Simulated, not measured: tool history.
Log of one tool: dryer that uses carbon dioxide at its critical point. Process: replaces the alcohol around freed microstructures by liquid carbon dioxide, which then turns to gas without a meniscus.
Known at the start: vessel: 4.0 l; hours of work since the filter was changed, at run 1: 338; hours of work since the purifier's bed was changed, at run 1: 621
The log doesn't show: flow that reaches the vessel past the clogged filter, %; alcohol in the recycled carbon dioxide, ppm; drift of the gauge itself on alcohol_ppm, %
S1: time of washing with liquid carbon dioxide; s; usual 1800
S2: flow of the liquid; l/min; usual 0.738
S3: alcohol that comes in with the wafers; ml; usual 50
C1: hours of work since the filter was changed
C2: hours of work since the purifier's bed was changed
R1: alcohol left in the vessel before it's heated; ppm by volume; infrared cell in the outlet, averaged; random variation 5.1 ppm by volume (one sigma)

run 1 day=0.000 | S1=1800 S2=0.738 S3=50 | C1=338 C2=621 | R1=209
-- day=2.150 inlet filter changed
run 2 day=2.488 | S1=1800 S2=0.738 S3=50 | C1=4 C2=653 | R1=192
run 3 day=3.904 | S1=1800 S2=0.738 S3=50 | C1=22 C2=671 | R1=194
run 4 day=6.167 | S1=1800 S2=0.738 S3=50 | C1=52 C2=700 | R1=203
run 5 day=7.946 | S1=1800 S2=0.863 S3=50 | C1=74 C2=723 | R1=171
run 6 day=10.550 | S1=1800 S2=0.863 S3=50 | C1=108 C2=756 | R1=183
run 7 day=12.175 | S1=1800 S2=0.738 S3=116 | C1=129 C2=777 | R1=326
run 8 day=15.096 | S1=1800 S2=0.738 S3=116 | C1=166 C2=815 | R1=349
run 9 day=16.500 | S1=1800 S2=0.738 S3=116 | C1=184 C2=833 | R1=343
run 10 day=19.321 | S1=1800 S2=0.738 S3=50 | C1=220 C2=869 | R1=249
run 11 day=22.204 | S1=1800 S2=0.738 S3=76 | C1=257 C2=906 | R1=296
run 12 day=24.942 | S1=1140 S2=0.738 S3=36 | C1=293 C2=941 | R1=564
run 13 day=26.242 | S1=1980 S2=0.459 S3=27 | C1=309 C2=958 | R1=400
run 14 day=27.550 | S1=1980 S2=0.459 S3=27 | C1=326 C2=975 | R1=404
run 15 day=30.229 | S1=1980 S2=0.618 S3=67 | C1=360 C2=1009 | R1=369
-- day=30.525 inlet filter changed
run 16 day=32.092 | S1=2700 S2=0.697 S3=50 | C1=20 C2=1032 | R1=209
run 17 day=33.379 | S1=2700 S2=0.697 S3=50 | C1=37 C2=1049 | R1=208
run 18 day=35.033 | S1=2700 S2=0.697 S3=50 | C1=58 C2=1070 | R1=208
run 19 day=37.738 | S1=2700 S2=0.697 S3=50 | C1=93 C2=1105 | R1=218
run 20 day=40.425 | S1=1080 S2=1.146 S3=32 | C1=127 C2=1139 | R1=296
run 21 day=41.829 | S1=1740 S2=0.914 S3=50 | C1=145 C2=1157 | R1=253

Some steps in R1 between neighbouring runs. How much of each would the tool show without its hidden state too (settings, what came in, random variation), and how much is left for the hidden state, with any gauge scatter that isn't in both results?
Run 11 -> 12: S1 1800 -> 1140, S3 76 -> 36. R1 +268 ppm by volume: hidden state +36, all else +232.
Run 12 -> 13: S1 1140 -> 1980, S2 0.738 -> 0.459, S3 36 -> 27. R1 -164 ppm by volume: hidden state -16, all else -148.
Run 15 -> 16: S1 1980 -> 2700, S2 0.618 -> 0.697, S3 67 -> 50, inlet filter changed. R1 -160 ppm by volume: hidden state -32, all else -128.

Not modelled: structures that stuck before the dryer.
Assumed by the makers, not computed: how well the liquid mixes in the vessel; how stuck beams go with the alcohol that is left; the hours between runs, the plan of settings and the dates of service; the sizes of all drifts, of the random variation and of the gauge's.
